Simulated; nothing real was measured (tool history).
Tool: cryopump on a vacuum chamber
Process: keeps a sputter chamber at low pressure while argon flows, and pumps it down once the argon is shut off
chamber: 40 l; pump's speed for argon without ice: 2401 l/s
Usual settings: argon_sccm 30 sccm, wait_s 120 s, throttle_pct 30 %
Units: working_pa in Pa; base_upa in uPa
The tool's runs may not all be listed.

run 1 hour=0.0 | argon_sccm=30 wait_s=120 throttle_pct=30 | working_pa=0.0743 base_upa=1.27
run 2 hour=35.3 | argon_sccm=28 wait_s=120 throttle_pct=30 | working_pa=0.0694 base_upa=1.27
run 3 hour=90.1 | argon_sccm=28 wait_s=120 throttle_pct=30 | working_pa=0.0699 base_upa=1.37
run 4 hour=131.4 | argon_sccm=30 wait_s=120 throttle_pct=30 | working_pa=0.0741 base_upa=1.35
run 5 hour=192.7 | argon_sccm=30 wait_s=120 throttle_pct=30 | working_pa=0.0754 base_upa=1.39
run 6 hour=241.9 | argon_sccm=30 wait_s=120 throttle_pct=30 | working_pa=0.0757 base_upa=1.43
run 7 hour=305.7 | argon_sccm=30 wait_s=120 throttle_pct=30 | working_pa=0.0767 base_upa=1.46
run 8 hour=370.5 | argon_sccm=30 wait_s=120 throttle_pct=30 | working_pa=0.0777 base_upa=1.51
run 9 hour=411.8 | argon_sccm=30 wait_s=120 throttle_pct=30 | working_pa=0.0768 base_upa=1.51
-- hour=454.5 pump warmed up, emptied and cooled again
run 10 hour=470.2 | argon_sccm=30 wait_s=120 throttle_pct=30 | working_pa=0.0708 base_upa=1.21
run 11 hour=536.4 | argon_sccm=30 wait_s=120 throttle_pct=30 | working_pa=0.0701 base_upa=1.28
run 12 hour=588.3 | argon_sccm=30 wait_s=120 throttle_pct=30 | working_pa=0.0721 base_upa=1.34
run 13 hour=648.8 | argon_sccm=30 wait_s=208 throttle_pct=16 | working_pa=0.1334 base_upa=1.33
run 14 hour=687.9 | argon_sccm=32 wait_s=120 throttle_pct=30 | working_pa=0.0765 base_upa=1.37
run 15 hour=743.9 | argon_sccm=30 wait_s=120 throttle_pct=35 | working_pa=0.0617 base_upa=1.40
run 16 hour=808.8 | argon_sccm=15 wait_s=187 throttle_pct=30 | working_pa=0.0361 base_upa=1.42
run 17 hour=845.9 | argon_sccm=37 wait_s=123 throttle_pct=50 | working_pa=0.0547 base_upa=1.47
run 18 hour=905.0 | argon_sccm=25 wait_s=147 throttle_pct=38 | working_pa=0.0492 base_upa=1.48
run 19 hour=955.5 | argon_sccm=34 wait_s=120 throttle_pct=30 | working_pa=0.0831 base_upa=1.48
run 20 hour=990.2 | argon_sccm=30 wait_s=42 throttle_pct=24 | working_pa=0.0895 base_upa=1.82

5 ways to go on from here, each from the tool as it stands after run 20. What would each give?
run A hour=1028.9 | argon_sccm=34 wait_s=120 throttle_pct=17 | working_pa=? base_upa=?
run B hour=1028.9 | argon_sccm=32 wait_s=88 throttle_pct=26 | working_pa=? base_upa=?
run C hour=1028.9 | argon_sccm=24 wait_s=28 throttle_pct=20 | working_pa=? base_upa=?
run D hour=1028.9 | argon_sccm=17 wait_s=22 throttle_pct=33 | working_pa=? base_upa=?
run E hour=1028.9 | argon_sccm=30 wait_s=158 throttle_pct=30 | working_pa=? base_upa=?

run=A working_pa=0.1447 base_upa=1.61
run=B working_pa=0.0901 base_upa=1.67
run=C working_pa=0.0873 base_upa=2.07
run=D working_pa=0.0386 base_upa=2.21
run=E working_pa=0.0740 base_upa=1.64
Without the tool's hidden state the same runs would have given:
run=A working_pa=0.1405 base_upa=0.26
run=B working_pa=0.0862 base_upa=0.30
run=C working_pa=0.0844 base_upa=0.75
run=D working_pa=0.0365 base_upa=0.86
run=E working_pa=0.0703 base_upa=0.26
